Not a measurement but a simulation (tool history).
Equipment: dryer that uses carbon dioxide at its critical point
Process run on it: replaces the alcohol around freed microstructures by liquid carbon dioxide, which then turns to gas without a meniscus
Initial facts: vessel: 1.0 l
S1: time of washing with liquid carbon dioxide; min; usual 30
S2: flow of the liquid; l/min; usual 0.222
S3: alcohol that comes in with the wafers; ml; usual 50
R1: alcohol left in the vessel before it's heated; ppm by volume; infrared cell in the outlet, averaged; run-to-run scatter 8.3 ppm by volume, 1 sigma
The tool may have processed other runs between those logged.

{"run": 1, "hour": 0.0, "S1": 30, "S2": 0.222, "S3": 50, "R1": 715}
{"run": 2, "hour": 27.3, "S1": 30, "S2": 0.222, "S3": 50, "R1": 715}
{"run": 3, "hour": 50.6, "S1": 30, "S2": 0.231, "S3": 50, "R1": 613}
{"run": 4, "hour": 64.1, "S1": 30, "S2": 0.228, "S3": 50, "R1": 663}
{"run": 5, "hour": 88.4, "S1": 30, "S2": 0.309, "S3": 50, "R1": 188}
{"run": 6, "hour": 110.6, "S1": 30, "S2": 0.309, "S3": 50, "R1": 194}
{"run": 7, "hour": 134.5, "S1": 30, "S2": 0.309, "S3": 50, "R1": 192}
{"run": 8, "hour": 147.7, "S1": 30, "S2": 0.309, "S3": 50, "R1": 201}
{"run": 9, "hour": 173.3, "S1": 30, "S2": 0.309, "S3": 50, "R1": 196}
{"hour": 187.6, "done": "inlet filter changed"}
{"run": 10, "hour": 198.4, "S1": 30, "S2": 0.309, "S3": 50, "R1": 155}
{"run": 11, "hour": 212.9, "S1": 30, "S2": 0.309, "S3": 50, "R1": 156}
{"run": 12, "hour": 229.8, "S1": 30, "S2": 0.222, "S3": 50, "R1": 552}
{"run": 13, "hour": 246.5, "S1": 30, "S2": 0.222, "S3": 50, "R1": 566}
{"run": 14, "hour": 261.7, "S1": 30, "S2": 0.222, "S3": 50, "R1": 557}
{"run": 15, "hour": 292.9, "S1": 30, "S2": 0.222, "S3": 50, "R1": 561}
{"run": 16, "hour": 321.5, "S1": 30, "S2": 0.222, "S3": 50, "R1": 573}
{"run": 17, "hour": 352.3, "S1": 20, "S2": 0.222, "S3": 50, "R1": 2394}
{"run": 18, "hour": 382.0, "S1": 20, "S2": 0.222, "S3": 50, "R1": 2349}
{"run": 19, "hour": 407.2, "S1": 20, "S2": 0.222, "S3": 50, "R1": 2491}
{"run": 20, "hour": 433.7, "S1": 20, "S2": 0.222, "S3": 23, "R1": 1206}
{"run": 21, "hour": 458.6, "S1": 48, "S2": 0.222, "S3": 50, "R1": 158}
{"run": 22, "hour": 483.6, "S1": 48, "S2": 0.222, "S3": 50, "R1": 163}
{"run": 23, "hour": 504.7, "S1": 48, "S2": 0.222, "S3": 82, "R1": 187}
{"run": 24, "hour": 525.7, "S1": 30, "S2": 0.222, "S3": 50, "R1": 645}
{"run": 25, "hour": 549.3, "S1": 30, "S2": 0.222, "S3": 50, "R1": 670}
{"run": 26, "hour": 572.8, "S1": 30, "S2": 0.147, "S3": 50, "R1": 2775}
{"run": 27, "hour": 598.7, "S1": 23, "S2": 0.238, "S3": 33, "R1": 926}
{"run": 28, "hour": 614.1, "S1": 30, "S2": 0.222, "S3": 28, "R1": 432}
{"run": 29, "hour": 639.2, "S1": 30, "S2": 0.222, "S3": 28, "R1": 472}
{"run": 30, "hour": 663.3, "S1": 30, "S2": 0.23, "S3": 74, "R1": 842}
{"run": 31, "hour": 679.9, "S1": 34, "S2": 0.222, "S3": 78, "R1": 621}
{"run": 32, "hour": 701.0, "S1": 34, "S2": 0.222, "S3": 78, "R1": 640}
{"run": 33, "hour": 732.0, "S1": 34, "S2": 0.222, "S3": 78, "R1": 663}
{"run": 34, "hour": 749.0, "S1": 34, "S2": 0.222, "S3": 78, "R1": 659}
{"run": 35, "hour": 763.9, "S1": 34, "S2": 0.222, "S3": 78, "R1": 662}
{"run": 36, "hour": 794.7, "S1": 31, "S2": 0.282, "S3": 91, "R1": 429}
{"run": 37, "hour": 813.8, "S1": 48, "S2": 0.282, "S3": 91, "R1": 190}
{"run": 38, "hour": 840.7, "S1": 48, "S2": 0.226, "S3": 91, "R1": 256}
{"run": 39, "hour": 856.0, "S1": 32, "S2": 0.304, "S3": 30, "R1": 227}
{"run": 40, "hour": 882.3, "S1": 32, "S2": 0.304, "S3": 30, "R1": 219}
{"run": 41, "hour": 913.1, "S1": 32, "S2": 0.29, "S3": 30, "R1": 247}
{"run": 42, "hour": 938.8, "S1": 34, "S2": 0.254, "S3": 69, "R1": 426}
{"run": 43, "hour": 960.5, "S1": 43, "S2": 0.149, "S3": 50, "R1": 1032}
{"run": 44, "hour": 988.8, "S1": 28, "S2": 0.222, "S3": 50, "R1": 1066}
{"run": 45, "hour": 1012.3, "S1": 30, "S2": 0.362, "S3": 50, "R1": 238}
{"run": 46, "hour": 1034.1, "S1": 32, "S2": 0.16, "S3": 35, "R1": 1504}
{"run": 47, "hour": 1055.7, "S1": 34, "S2": 0.162, "S3": 50, "R1": 1682}
{"run": 48, "hour": 1082.5, "S1": 41, "S2": 0.21, "S3": 26, "R1": 326}

Below are 3 alternative next runs, each starting from the tool's condition after run 48. Predict each:
{"run": "A", "hour": 1102.9, "S1": 22, "S2": 0.222, "S3": 41, "R1": "?"}
{"run": "B", "hour": 1102.9, "S1": 43, "S2": 0.21, "S3": 26, "R1": "?"}
{"run": "C", "hour": 1102.9, "S1": 35, "S2": 0.143, "S3": 50, "R1": "?"}

run=A R1=1904
run=B R1=285
run=C R1=2397
With no hidden state in the tool, these same runs would have given:
run=A R1=1246
run=B R1=42
run=C R1=1607

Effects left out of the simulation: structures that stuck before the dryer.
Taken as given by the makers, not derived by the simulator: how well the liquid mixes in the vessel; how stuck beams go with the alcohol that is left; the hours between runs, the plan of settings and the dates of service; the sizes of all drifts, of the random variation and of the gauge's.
